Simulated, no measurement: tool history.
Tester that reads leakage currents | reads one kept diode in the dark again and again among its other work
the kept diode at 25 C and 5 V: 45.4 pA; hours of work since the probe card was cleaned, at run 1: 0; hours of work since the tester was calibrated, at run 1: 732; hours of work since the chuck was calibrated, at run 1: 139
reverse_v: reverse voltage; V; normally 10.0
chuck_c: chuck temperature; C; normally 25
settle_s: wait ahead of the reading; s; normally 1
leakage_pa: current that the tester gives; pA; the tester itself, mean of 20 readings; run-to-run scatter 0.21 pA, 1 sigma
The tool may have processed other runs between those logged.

run	hour	reverse_v	chuck_c	settle_s	hours of work since the probe card was cleaned	hours of work since the tester was calibrated	hours of work since the chuck was calibrated	leakage_pa
1	0.0	10.0	25	1	0	732	139	66.12
2	64.1	2.1	25	1	42	774	181	30.72
3	157.1	2.1	25	1	102	834	241	30.99
4	225.8	2.9	25	1	146	878	286	36.85
5	314.9	17.8	25	1	204	936	343	97.18
6	421.7	17.8	25	1	273	1005	413	99.85
7	501.6	17.8	25	1	325	1057	464	101.63
8	582.2	4.2	25	1	377	1109	516	46.53
9	674.3	4.2	25	1	437	1169	576	46.86
10	788.0	4.2	37	1	510	1243	650	124.61
11	899.6	4.2	37	1	583	1315	722	125.28
12	984.6	4.2	37	1	638	1370	777	126.24
13	1086.9	4.2	51	1	704	1436	843	371.48
14	1193.7	1.1	51	1	773	1505	912	194.57
15	1303.8	1.1	51	1	844	1577	984	195.63

Forecast run 16:
# hour 1317.2: tester calibrated
16	1399.3	1.1	51	1	905	53	1044	?

leakage_pa: 194.20 pA
Had the tool carried no hidden state, the very same run would have given leakage_pa 192.86 pA.

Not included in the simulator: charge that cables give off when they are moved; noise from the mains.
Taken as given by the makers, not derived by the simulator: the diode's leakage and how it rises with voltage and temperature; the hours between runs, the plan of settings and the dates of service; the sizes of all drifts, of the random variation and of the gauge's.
